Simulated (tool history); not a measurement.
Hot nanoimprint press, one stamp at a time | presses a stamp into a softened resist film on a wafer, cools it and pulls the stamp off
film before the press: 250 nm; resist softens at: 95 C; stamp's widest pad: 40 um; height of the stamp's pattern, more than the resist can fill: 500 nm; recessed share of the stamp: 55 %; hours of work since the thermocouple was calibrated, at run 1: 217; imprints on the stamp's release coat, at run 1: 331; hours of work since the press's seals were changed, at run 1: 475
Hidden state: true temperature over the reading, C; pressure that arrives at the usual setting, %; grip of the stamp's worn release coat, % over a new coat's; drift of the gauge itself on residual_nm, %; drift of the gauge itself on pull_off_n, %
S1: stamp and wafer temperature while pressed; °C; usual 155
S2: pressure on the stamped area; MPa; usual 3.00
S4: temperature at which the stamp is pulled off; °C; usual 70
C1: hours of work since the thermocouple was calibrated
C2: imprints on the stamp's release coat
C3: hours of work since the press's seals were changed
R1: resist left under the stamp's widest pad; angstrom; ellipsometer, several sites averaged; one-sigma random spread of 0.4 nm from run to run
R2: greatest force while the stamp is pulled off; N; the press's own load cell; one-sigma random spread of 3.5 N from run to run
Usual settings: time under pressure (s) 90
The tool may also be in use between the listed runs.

Run 1, hour 0.0: usual settings; C1 217; C2 331; C3 475. Result: R1 1040 angstrom, R2 185 N.
Run 2, hour 15.4: usual settings; C1 229; C2 393; C3 487. Result: R1 1040 angstrom, R2 181 N.
Run 3, hour 33.1: usual settings; C1 243; C2 464; C3 500. Result: R1 1034 angstrom, R2 186 N.
Run 4, hour 62.7: usual settings; C1 265; C2 584; C3 523. Result: R1 1038 angstrom, R2 188 N.
Run 5, hour 89.3: usual settings but S4 59 °C; C1 286; C2 691; C3 543. Result: R1 1035 angstrom, R2 236 N.
Run 6, hour 119.3: usual settings but S4 59 °C; C1 309; C2 812; C3 566. Result: R1 1029 angstrom, R2 233 N.
Run 7, hour 140.2: usual settings but S2 2.89 MPa, S4 59 °C; C1 325; C2 896; C3 582. Result: R1 1044 angstrom, R2 221 N.
Run 8, hour 172.3: usual settings but S1 164 °C; C1 349; C2 1026; C3 607. Result: R1 632 angstrom, R2 196 N.
Run 9, hour 199.1: usual settings but S1 164 °C; C1 370; C2 1134; C3 627. Result: R1 628 angstrom, R2 200 N.
Run 10, hour 224.5: usual settings; C1 389; C2 1237; C3 647. Result: R1 1026 angstrom, R2 206 N.
Run 11, hour 246.0: usual settings; C1 406; C2 1324; C3 663. Result: R1 1023 angstrom, R2 205 N.
Run 12, hour 273.7: usual settings; C1 427; C2 1435; C3 684. Result: R1 1026 angstrom, R2 218 N.
At hour 304.4: plate thermocouple calibrated.
Run 13, hour 307.3: usual settings; C1 2; C2 1559; C3 708. Result: R1 1011 angstrom, R2 221 N.
At hour 330.6: stamp cleaned and given a new release coat.
Run 14, hour 344.5: usual settings; C1 26; C2 56; C3 732. Result: R1 1008 angstrom, R2 166 N.
Run 15, hour 371.0: usual settings; C1 46; C2 163; C3 752. Result: R1 1005 angstrom, R2 173 N.
At hour 380.0: plate thermocouple calibrated, once more.
Run 16, hour 397.1: usual settings but S4 73 °C; C1 13; C2 256; C3 770. Result: R1 1040 angstrom, R2 163 N.
Run 17, hour 413.9: usual settings but S2 2.80 MPa, time under pressure (s) 116; C1 26; C2 324; C3 782. Result: R1 976 angstrom, R2 177 N.
Run 18, hour 443.8: usual settings but S2 4.56 MPa, time under pressure (s) 91; C1 49; C2 444; C3 805. Result: R1 868 angstrom, R2 183 N.
Run 19, hour 471.2: usual settings but S2 4.56 MPa, time under pressure (s) 91; C1 70; C2 555; C3 826. Result: R1 863 angstrom, R2 183 N.
Run 20, hour 504.8: usual settings but S1 164 °C, S2 3.79 MPa, time under pressure (s) 88, S4 76 °C; C1 96; C2 691; C3 852. Result: R1 582 angstrom, R2 170 N.
Run 21, hour 534.4: usual settings but S1 144 °C; C1 118; C2 810; C3 875. Result: R1 1793 angstrom, R2 195 N.
Run 22, hour 551.6: usual settings but S1 156 °C, S4 62 °C; C1 131; C2 880; C3 888. Result: R1 989 angstrom, R2 220 N.
Run 23, hour 566.1: usual settings but S1 144 °C, S2 1.92 MPa, time under pressure (s) 174, S4 60 °C; C1 142; C2 938; C3 899. Result: R1 1720 angstrom, R2 229 N.
Run 24, hour 582.7: usual settings but S1 144 °C, S2 1.92 MPa, time under pressure (s) 174, S4 60 °C; C1 155; C2 1005; C3 912. Result: R1 1729 angstrom, R2 230 N.
Run 25, hour 598.9: usual settings but S1 144 °C, S2 1.92 MPa, time under pressure (s) 174, S4 60 °C; C1 168; C2 1070; C3 924. Result: R1 1724 angstrom, R2 235 N.
Run 26, hour 619.7: usual settings but S2 2.25 MPa, time under pressure (s) 60; C1 183; C2 1154; C3 940. Result: R1 1354 angstrom, R2 200 N.
Run 27, hour 634.2: usual settings but S2 2.25 MPa, time under pressure (s) 135; C1 195; C2 1213; C3 951. Result: R1 1002 angstrom, R2 203 N.
Run 28, hour 662.4: usual settings but S2 2.25 MPa, time under pressure (s) 135; C1 216; C2 1326; C3 973. Result: R1 1003 angstrom, R2 208 N.
Run 29, hour 695.5: usual settings but S2 2.25 MPa, time under pressure (s) 135; C1 241; C2 1460; C3 998. Result: R1 999 angstrom, R2 211 N.
Run 30, hour 711.6: usual settings but S2 2.19 MPa; C1 254; C2 1525; C3 1010. Result: R1 1190 angstrom, R2 218 N.

Alternative continuations, all from the tool just after run 30; predict every row:
Run A, hour 729.3: usual settings but time under pressure (s) 157, S4 67 °C; C1 267; C2 1596; C3 1024. Result: R1 ?, R2 ?.
Run B, hour 729.3: usual settings but S4 58 °C; C1 267; C2 1596; C3 1024. Result: R1 ?, R2 ?.
Run C, hour 729.3: usual settings but S2 3.27 MPa, time under pressure (s) 156; C1 267; C2 1596; C3 1024. Result: R1 ?, R2 ?.

run    R1   R2
  A   834  227
  B  1034  264
  C   800  209
Without the tool's unlogged condition, the same runs would have read:
run    R1   R2
  A   822  181
  B  1020  210
  C   785  166

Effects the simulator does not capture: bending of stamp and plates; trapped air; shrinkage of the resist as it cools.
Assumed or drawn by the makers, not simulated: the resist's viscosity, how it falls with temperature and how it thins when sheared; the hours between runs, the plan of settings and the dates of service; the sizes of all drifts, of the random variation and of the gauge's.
